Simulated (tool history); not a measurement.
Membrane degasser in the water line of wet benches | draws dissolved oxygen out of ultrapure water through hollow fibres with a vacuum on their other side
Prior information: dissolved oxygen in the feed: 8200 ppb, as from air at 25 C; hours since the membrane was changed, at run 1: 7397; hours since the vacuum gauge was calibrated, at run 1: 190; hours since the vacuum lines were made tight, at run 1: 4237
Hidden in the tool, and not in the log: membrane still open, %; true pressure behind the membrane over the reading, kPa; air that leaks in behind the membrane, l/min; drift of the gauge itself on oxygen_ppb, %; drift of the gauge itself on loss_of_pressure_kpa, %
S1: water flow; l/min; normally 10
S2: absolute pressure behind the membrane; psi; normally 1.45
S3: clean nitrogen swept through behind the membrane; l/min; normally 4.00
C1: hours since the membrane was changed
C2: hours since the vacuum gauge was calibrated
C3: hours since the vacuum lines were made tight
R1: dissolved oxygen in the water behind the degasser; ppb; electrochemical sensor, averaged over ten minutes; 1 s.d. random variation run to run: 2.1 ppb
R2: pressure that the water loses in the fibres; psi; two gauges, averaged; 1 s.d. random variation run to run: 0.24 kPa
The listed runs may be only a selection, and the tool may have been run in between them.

run,hour,S1,S2,S3,C1,C2,C3,R1,R2
1,0.0,10,1.45,4.00,7397,190,4237,241.2,9.072
2,174.4,10,1.45,4.00,7571,365,4412,242.7,9.142
3,338.4,10,1.45,4.00,7735,529,4576,243.9,9.133
4,476.4,13,1.45,4.00,7873,667,4714,351.2,11.828
5,631.4,10,1.45,4.00,8028,822,4869,246.5,9.132
6,820.3,10,1.45,2.02,8217,1011,5058,284.2,9.187
7,968.8,10,1.45,2.02,8366,1159,5206,285.6,9.095
8,1099.5,10,1.45,5.56,8496,1290,5337,234.4,9.134
9,1218.7,10,1.45,5.26,8615,1409,5456,237.2,9.184
10,1355.3,10,1.45,3.35,8752,1546,5593,255.5,9.171
# hour 1371.1: vacuum gauge calibrated
11,1491.8,10,1.45,4.00,8888,121,5729,249.2,9.166
12,1627.7,10,1.45,4.00,9024,257,5864,248.6,9.159
13,1769.9,10,1.45,4.00,9166,399,6007,251.9,9.214
14,1955.2,10,1.45,4.00,9352,584,6192,250.6,9.195
# hour 1989.8: vacuum gauge calibrated, once more
15,2081.0,10,1.45,4.00,9477,91,6317,247.9,9.214
16,2273.5,10,1.45,4.00,9669,284,6510,253.0,9.277
17,2377.8,10,1.45,4.00,9774,388,6614,249.2,9.237
18,2545.8,10,1.45,4.00,9942,556,6782,251.5,9.300
# hour 2734.6: seals of the vacuum lines changed
19,2737.7,12,1.16,4.00,10132,746,3,308.8,11.111
20,2834.7,7,2.84,4.21,10229,843,100,180.4,6.460

Estimate the outcome of run 21 from the log above:
21,2961.6,10,1.45,7.90,10355,970,227,?,?

For run 21 the tool returned R1 229.3 ppb, R2 9.237 psi.
Without the tool's hidden state the same run would have given R1 190.6 ppb, R2 8.747 psi.

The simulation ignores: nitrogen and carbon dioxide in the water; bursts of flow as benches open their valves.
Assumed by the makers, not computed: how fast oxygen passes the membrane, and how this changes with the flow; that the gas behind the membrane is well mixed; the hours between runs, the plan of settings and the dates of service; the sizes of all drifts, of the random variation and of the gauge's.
